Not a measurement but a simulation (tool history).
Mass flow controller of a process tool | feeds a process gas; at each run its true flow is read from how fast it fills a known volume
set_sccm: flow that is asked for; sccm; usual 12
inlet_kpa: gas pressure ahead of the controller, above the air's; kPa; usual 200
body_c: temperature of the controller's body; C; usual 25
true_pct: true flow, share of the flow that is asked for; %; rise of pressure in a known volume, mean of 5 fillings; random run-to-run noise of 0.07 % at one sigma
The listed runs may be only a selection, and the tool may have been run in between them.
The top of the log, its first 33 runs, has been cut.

run     hour  set_sccm  inlet_kpa  body_c  hours of work since the controller was set to zero  hours of work since the controller was changed  true_pct
 34   9513.3         3        166      25                                                 749                                            5179     99.23
 35   9897.8         8        214      23                                                 945                                            5375     99.58
 36  10115.5        17        200      24                                                1056                                            5486    100.77
 37  10285.7        12        242      25                                                1143                                            5573    100.26
 38  10682.0        10        235      25                                                1345                                            5775    100.15
 39  10971.9        13        198      25                                                1493                                            5923    100.40
 40  11298.4        13        198      25                                                1659                                            6089    100.51
 41  11636.3        13        198      25                                                1831                                            6261    100.67
 42  11838.6        12        229      25                                                1934                                            6364    100.71
 43  12026.5         7        203      29                                                2030                                            6460    100.07
 44  12245.2         7        203      29                                                2141                                            6571    100.24
 45  12598.3         3        143      25                                                2321                                            6751    101.45
 46  12976.5        15        143      32                                                2514                                            6944    100.64

What if the next run were any one of these 4? Each begins from the tool's condition after run 46:
  A  13177.0         5        156      38                                                2616                                            7046         ?
  B  13177.0         2        143      32                                                2616                                            7046         ?
  C  13177.0         4        191      32                                                2616                                            7046         ?
  D  13177.0         2        151      25                                                2616                                            7046         ?

run  true_pct
  A    100.12
  B    103.18
  C    100.89
  D    103.45
What these runs would have given with no unlogged condition in the tool:
run  true_pct
  A     96.69
  B     96.57
  C     96.94
  D     96.84
